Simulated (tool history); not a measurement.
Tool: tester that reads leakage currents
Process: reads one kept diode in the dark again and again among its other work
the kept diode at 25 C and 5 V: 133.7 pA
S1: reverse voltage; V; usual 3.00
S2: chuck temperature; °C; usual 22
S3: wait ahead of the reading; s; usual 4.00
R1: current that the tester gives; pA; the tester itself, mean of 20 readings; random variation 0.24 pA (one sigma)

| run | day | S1 | S2 | S3 | R1 |
|---|---|---|---|---|---|
| 1 | 0.000 | 3.00 | 22 | 4.00 | 85.86 |
| 2 | 2.442 | 3.00 | 22 | 4.00 | 86.06 |
| 3 | 4.992 | 3.00 | 22 | 4.00 | 86.27 |
| 4 | 6.662 | 3.00 | 22 | 4.00 | 86.39 |
| 5 | 8.962 | 3.00 | 22 | 7.16 | 86.65 |
| 6 | 10.858 | 3.00 | 40 | 4.00 | 387.69 |
| 7 | 12.917 | 3.00 | 22 | 4.00 | 87.04 |
| 8 | 14.054 | 3.00 | 22 | 4.00 | 86.88 |
| 9 | 15.875 | 3.00 | 22 | 4.00 | 87.48 |
| 10 | 18.133 | 3.00 | 22 | 4.00 | 87.28 |
| 11 | 19.738 | 3.00 | 22 | 4.00 | 87.23 |
| 12 | 20.983 | 3.00 | 22 | 4.00 | 87.30 |
| 13 | 23.242 | 3.00 | 53 | 4.00 | 1052.64 |
| 14 | 25.558 | 3.00 | 53 | 4.00 | 1053.98 |
| 15 | 27.742 | 3.00 | 53 | 4.00 | 1050.74 |
| 16 | 30.088 | 2.72 | 53 | 4.00 | 1002.81 |
| 17 | 31.317 | 2.72 | 53 | 4.00 | 1007.78 |
| 18 | 32.517 | 2.72 | 53 | 4.00 | 1008.52 |
|  | 33.871 | chuck's temperature calibrated |
| 19 | 34.879 | 3.00 | 22 | 2.68 | 80.70 |
| 20 | 36.483 | 3.00 | 22 | 2.68 | 80.46 |
| 21 | 37.817 | 3.00 | 22 | 2.68 | 80.85 |
| 22 | 40.425 | 3.00 | 22 | 8.48 | 80.60 |
| 23 | 41.933 | 11.28 | 46 | 4.00 | 1178.69 |
| 24 | 43.125 | 1.11 | 46 | 4.00 | 344.22 |
| 25 | 45.346 | 1.11 | 46 | 4.00 | 343.95 |
| 26 | 47.571 | 1.11 | 46 | 4.00 | 344.15 |
| 27 | 49.900 | 1.11 | 46 | 4.00 | 343.96 |
| 28 | 51.046 | 3.00 | 41 | 1.24 | 396.57 |
| 29 | 52.517 | 2.50 | 58 | 1.26 | 1290.57 |
| 30 | 54.450 | 4.68 | 21 | 7.23 | 94.95 |
| 31 | 56.671 | 1.32 | 27 | 0.45 | 82.17 |
| 32 | 59.142 | 3.00 | 56 | 1.61 | 1246.89 |
| 33 | 61.533 | 3.55 | 22 | 1.61 | 91.12 |
| 34 | 64.162 | 3.55 | 22 | 1.61 | 90.86 |

Hidden state or all else? Some run-to-run changes of R1, split into what the settings, what came in and random variation would give without the hidden state, and what is left for the hidden state (with any gauge scatter that isn't in both results):
The hidden state here: stray current of the dirty probe card, pA a volt; current scale over the true one, %; true chuck temperature over the reading, C; drift of the gauge itself on leakage_pa, %.
Run 12 -> 13: S2 22 -> 53. R1 +965.34 pA: hidden state +74.47, all else +890.87.
Run 18 -> 19: S1 2.72 -> 3.00, S2 53 -> 22, S3 4.00 -> 2.68, chuck's temperature calibrated. R1 -927.82 pA: hidden state -84.09, all else -843.73.
Run 29 -> 30: S1 2.50 -> 4.68, S2 58 -> 21, S3 1.26 -> 7.23. R1 -1195.62 pA: hidden state -21.21, all else -1174.41.
Run 31 -> 32: S1 1.32 -> 3.00, S2 27 -> 56, S3 0.45 -> 1.61. R1 +1164.72 pA: hidden state +28.69, all else +1136.03.
Run 32 -> 33: S1 3.00 -> 3.55, S2 56 -> 22. R1 -1155.77 pA: hidden state -26.76, all else -1129.01.
